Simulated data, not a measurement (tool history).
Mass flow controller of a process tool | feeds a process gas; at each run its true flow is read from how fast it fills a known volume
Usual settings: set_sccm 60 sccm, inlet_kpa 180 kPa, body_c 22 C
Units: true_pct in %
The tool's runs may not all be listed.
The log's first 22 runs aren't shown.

run 23 hour=2306.1 | set_sccm=23 inlet_kpa=259 body_c=27 | true_pct=106.11
run 24 hour=2415.7 | set_sccm=23 inlet_kpa=259 body_c=27 | true_pct=106.11
run 25 hour=2491.6 | set_sccm=23 inlet_kpa=259 body_c=27 | true_pct=106.14
run 26 hour=2564.9 | set_sccm=106 inlet_kpa=236 body_c=29 | true_pct=100.99
run 27 hour=2636.3 | set_sccm=129 inlet_kpa=189 body_c=29 | true_pct=101.32
run 28 hour=2787.6 | set_sccm=32 inlet_kpa=275 body_c=23 | true_pct=104.67
run 29 hour=2940 | set_sccm=60 inlet_kpa=180 body_c=36 | true_pct=101.38
-- hour=2950.9 controller's zero set anew
run 30 hour=3020.3 | set_sccm=112 inlet_kpa=263 body_c=22 | true_pct=102.45
run 31 hour=3124.8 | set_sccm=112 inlet_kpa=263 body_c=22 | true_pct=102.58
run 32 hour=3231.9 | set_sccm=112 inlet_kpa=263 body_c=22 | true_pct=102.64
-- hour=3238.8 controller's zero set anew, once more
run 33 hour=3308.6 | set_sccm=33 inlet_kpa=198 body_c=22 | true_pct=99.48
run 34 hour=3376.4 | set_sccm=36 inlet_kpa=180 body_c=32 | true_pct=98.49
run 35 hour=3468.9 | set_sccm=60 inlet_kpa=180 body_c=32 | true_pct=98.7
run 36 hour=3542.5 | set_sccm=53 inlet_kpa=202 body_c=30 | true_pct=98.95
run 37 hour=3648 | set_sccm=60 inlet_kpa=170 body_c=33 | true_pct=98.88
run 38 hour=3795.2 | set_sccm=60 inlet_kpa=170 body_c=33 | true_pct=98.95
run 39 hour=3902.8 | set_sccm=60 inlet_kpa=170 body_c=33 | true_pct=99.06
run 40 hour=4030.5 | set_sccm=27 inlet_kpa=170 body_c=39 | true_pct=98.36
run 41 hour=4115.6 | set_sccm=69 inlet_kpa=165 body_c=21 | true_pct=100.41
run 42 hour=4236.6 | set_sccm=36 inlet_kpa=208 body_c=37 | true_pct=98.41

4 ways to go on from here, each from the tool as it stands after run 42. What would each give?
run A hour=4367.6 | set_sccm=60 inlet_kpa=236 body_c=27 | true_pct=?
run B hour=4367.6 | set_sccm=49 inlet_kpa=227 body_c=22 | true_pct=?
run C hour=4367.6 | set_sccm=60 inlet_kpa=180 body_c=30 | true_pct=?
run D hour=4367.6 | set_sccm=21 inlet_kpa=150 body_c=38 | true_pct=?

run=A true_pct=99.48
run=B true_pct=100.09
run=C true_pct=99.66
run=D true_pct=99.02
Without the tool's hidden state the same runs would have given:
run=A true_pct=97.32
run=B true_pct=97.82
run=C true_pct=97.5
run=D true_pct=95.89
